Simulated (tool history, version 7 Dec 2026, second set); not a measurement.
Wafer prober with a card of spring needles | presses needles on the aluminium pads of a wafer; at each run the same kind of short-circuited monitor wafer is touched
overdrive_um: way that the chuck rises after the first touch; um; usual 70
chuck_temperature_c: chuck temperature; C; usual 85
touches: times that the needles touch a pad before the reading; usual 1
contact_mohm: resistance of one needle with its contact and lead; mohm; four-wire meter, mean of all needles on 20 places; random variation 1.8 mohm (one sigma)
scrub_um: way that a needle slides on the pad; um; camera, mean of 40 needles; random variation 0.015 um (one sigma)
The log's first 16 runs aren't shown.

| run | day | overdrive_um | chuck_temperature_c | touches | touches since the tips were cleaned | cleanings since the card got new needles | touches since the first contact's height was set | contact_mohm | scrub_um |
|---|---|---|---|---|---|---|---|---|---|
|  | 10.896 | tips cleaned on abrasive film |
|  | 11.333 | tips cleaned on abrasive film |
| 17 | 11.4 | 65 | 27 | 1 | 1130 | 33 | 85298 | 197 | 13.23 |
|  | 11.783 | tips cleaned on abrasive film |
| 18 | 12.058 | 67 | 59 | 1 | 4672 | 34 | 96330 | 227 | 13.62 |
|  | 12.225 | tips cleaned on abrasive film |
| 19 | 12.492 | 85 | 42 | 1 | 4498 | 35 | 103576 | 220 | 17.3 |
|  | 12.671 | tips cleaned on abrasive film |
|  | 13.1 | tips cleaned on abrasive film |
| 20 | 13.338 | 55 | 102 | 1 | 4030 | 37 | 117723 | 242 | 11.1 |
|  | 13.538 | tips cleaned on abrasive film |
|  | 13.979 | tips cleaned on abrasive film |
| 21 | 14.05 | 55 | 84 | 1 | 1182 | 39 | 129597 | 203 | 11.05 |
|  | 14.433 | tips cleaned on abrasive film |
| 22 | 14.704 | 69 | 85 | 1 | 4571 | 40 | 140527 | 232 | 13.96 |
|  | 14.854 | tips cleaned on abrasive film |
| 23 | 15.183 | 69 | 85 | 1 | 5578 | 41 | 148571 | 233 | 13.94 |
|  | 15.275 | tips cleaned on abrasive film |
|  | 15.692 | tips cleaned on abrasive film |
|  | 16.021 | height of the first contact set anew |
| 24 | 16.021 | 59 | 85 | 2 | 5329 | 43 | 0 | 218 | 12.2 |
|  | 16.129 | tips cleaned on abrasive film |
| 25 | 16.504 | 90 | 48 | 1 | 6272 | 44 | 8036 | 220 | 18.59 |
|  | 16.55 | tips cleaned on abrasive film |
|  | 16.983 | tips cleaned on abrasive film |
| 26 | 16.983 | 55 | 29 | 2 | 0 | 46 | 16018 | 177 | 11.32 |
| 27 | 17.375 | 55 | 29 | 2 | 6594 | 46 | 22612 | 216 | 11.32 |
|  | 17.433 | tips cleaned on abrasive film |
|  | 17.862 | tips cleaned on abrasive film |
|  | 18.321 | tips cleaned on abrasive film |
| 28 | 18.321 | 58 | 29 | 2 | 0 | 49 | 38357 | 178 | 11.88 |
|  | 18.775 | tips cleaned on abrasive film |
| 29 | 19.029 | 70 | 85 | 1 | 4315 | 50 | 50249 | 228 | 14.36 |
|  | 19.196 | tips cleaned on abrasive film |
| 30 | 19.529 | 70 | 85 | 1 | 5623 | 51 | 58584 | 233 | 14.36 |

Forecast each of these 3 alternatives for the next run:
|  | 19.612 | tips cleaned on abrasive film |
|  | 20.067 | tips cleaned on abrasive film |
| A | 20.083 | 54 | 86 | 1 | 304 | 53 | 67859 | ? | ? |
|  | 19.612 | tips cleaned on abrasive film |
|  | 20.067 | tips cleaned on abrasive film |
| B | 20.083 | 88 | 44 | 1 | 304 | 53 | 67859 | ? | ? |
|  | 19.612 | tips cleaned on abrasive film |
|  | 20.067 | tips cleaned on abrasive film |
| C | 20.083 | 70 | 85 | 3 | 304 | 53 | 67859 | ? | ? |

| run | contact_mohm | scrub_um |
|---|---|---|
| A | 199 | 11 |
| B | 185 | 18.03 |
| C | 188 | 14.31 |
Without the tool's hidden state the same runs would have given:
| run | contact_mohm | scrub_um |
|---|---|---|
| A | 186 | 11.17 |
| B | 176 | 18.19 |
| C | 184 | 14.48 |
